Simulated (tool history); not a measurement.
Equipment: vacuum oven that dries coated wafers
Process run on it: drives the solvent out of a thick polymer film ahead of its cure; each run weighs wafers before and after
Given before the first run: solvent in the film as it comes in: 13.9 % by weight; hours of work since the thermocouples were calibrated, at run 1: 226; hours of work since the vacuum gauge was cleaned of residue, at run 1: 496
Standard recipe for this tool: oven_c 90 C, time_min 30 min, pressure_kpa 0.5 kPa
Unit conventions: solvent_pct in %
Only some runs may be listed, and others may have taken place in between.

run	hour	oven_c	time_min	pressure_kpa	hours of work since the thermocouples were calibrated	hours of work since the vacuum gauge was cleaned of residue	solvent_pct
1	0	90	30	0.5	226	496	0.577
2	48.1	103	30	0.5	264	534	0.168
3	74.5	103	30	0.5	286	555	0.177
4	114	90	24	0.5	317	587	0.937
5	161.6	90	27	0.5	355	625	0.732
6	203.2	90	30	0.256	388	658	0.498
7	231.3	90	30	0.256	411	681	0.495
8	273.7	90	30	0.303	445	714	0.517
9	310.8	90	30	1.104	474	744	0.771
10	354	90	30	1.104	509	779	0.767
11	391.5	90	30	1.104	539	809	0.769
12	440.3	80	30	1.104	578	848	1.683
13	487.1	80	30	1.104	615	885	1.672
14	520.5	80	30	1.104	642	912	1.684
15	569.5	80	17	1.104	681	951	3.515
16	622.7	80	17	1.104	723	993	3.506
17	677.5	101	21	1.768	767	1037	0.705
18	712.1	102	30	1.108	795	1065	0.313
19	754.7	102	30	1.108	829	1099	0.332
20	783.7	102	30	1.108	852	1122	0.328
21	837.6	90	52	0.853	895	1165	0.372
22	866.8	86	23	0.469	918	1188	1.379
23	907	84	16	1.623	951	1220	3.222
24	941.9	103	17	0.716	978	1248	0.638
25	966.2	84	47	0.994	998	1268	0.655

What does the tool deliver on the next run?
26	991.1	95	32	0.3	1018	1288	?

Run 26 yielded solvent_pct 0.281 %.
Had the tool carried no hidden state, the very same run would have given solvent_pct 0.231 %.

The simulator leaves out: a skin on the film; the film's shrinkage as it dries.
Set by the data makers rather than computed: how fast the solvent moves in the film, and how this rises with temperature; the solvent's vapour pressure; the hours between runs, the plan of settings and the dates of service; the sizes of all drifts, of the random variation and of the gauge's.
